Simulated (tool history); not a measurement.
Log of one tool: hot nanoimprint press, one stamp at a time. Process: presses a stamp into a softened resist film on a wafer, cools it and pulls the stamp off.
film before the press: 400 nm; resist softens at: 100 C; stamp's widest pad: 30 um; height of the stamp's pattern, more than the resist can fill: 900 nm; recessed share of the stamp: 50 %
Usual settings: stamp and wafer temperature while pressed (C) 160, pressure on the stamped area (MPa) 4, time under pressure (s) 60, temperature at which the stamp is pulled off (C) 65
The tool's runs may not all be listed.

run     day  stamp and wafer temperature while pressed (C)  pressure on the stamped area (MPa)  time under pressure (s)  temperature at which the stamp is pulled off (C)  resist left under the stamp's widest pad (nm)  greatest force while the stamp is pulled off (N)
  1       0                                            160                                   4                       60                                                65                                          234.7                                               198
  2   0.479                                            160                                   4                       60                                                65                                          233.7                                               191
  3   0.996                                            160                                   4                       60                                                65                                          234.7                                               190
  4   1.508                                            160                                   4                       60                                                65                                            237                                               197
  5    2.45                                            160                                   4                       60                                                65                                          236.7                                               193
  6   2.883                                            160                                   4                       60                                                65                                          235.3                                               201
  7   3.783                                            160                                   4                       60                                                65                                          233.6                                               191
  8   4.679                                            160                                   4                       60                                                65                                          235.2                                               193
  9   5.292                                            160                                   4                       60                                                65                                          232.2                                               195
 10   6.171                                            160                                   4                       35                                                65                                            271                                               201
 11   6.779                                            160                                   4                       35                                                65                                          274.4                                               201
 12   7.529                                            160                                5.77                       35                                                65                                            242                                               198
 13    8.15                                            160                                5.77                       35                                                65                                          243.6                                               190
 14   9.042                                            160                                5.77                       35                                                65                                          242.1                                               202
 15    9.55                                            160                                5.77                       35                                                65                                          243.3                                               197
 16  10.488                                            149                                2.81                      106                                                50                                          322.6                                               240
 17  11.179                                            149                                2.81                      106                                                50                                            320                                               240
 18  11.758                                            160                                   4                       38                                                61                                          269.4                                               219
 19    12.3                                            160                                   4                       80                                                61                                            213                                               207
 20  13.046                                            152                                5.97                       88                                                71                                          250.5                                               191
 21    13.9                                            152                                5.97                       88                                                55                                          248.3                                               218
 22  14.671                                            152                                5.97                       88                                                55                                          248.5                                               222
 23  15.796                                            152                                5.97                       88                                                55                                          245.7                                               222
 24  16.567                                            153                                   4                       83                                                50                                            279                                               225
 25  17.208                                            161                                   4                       83                                                51                                          203.2                                               234
 26  17.775                                            161                                   4                       83                                                51                                          201.1                                               236
 27  18.296                                            165                                   4                       38                                                65                                          225.6                                               197
 28  19.112                                            165                                   4                       78                                                72                                          174.8                                               181
 29  19.721                                            165                                   4                       78                                                72                                          174.4                                               184
 30  20.417                                            165                                   4                       78                                                72                                          176.2                                               179

Taken out of this log: 1 entry between the listed runs. Where each belongs, and how the hidden state differs across it:
Between runs 22 and 23: stamp cleaned and given a new release coat (day 15.058)
  grip of the stamp's worn release coat, % over a new coat's: 0.8 -> 0

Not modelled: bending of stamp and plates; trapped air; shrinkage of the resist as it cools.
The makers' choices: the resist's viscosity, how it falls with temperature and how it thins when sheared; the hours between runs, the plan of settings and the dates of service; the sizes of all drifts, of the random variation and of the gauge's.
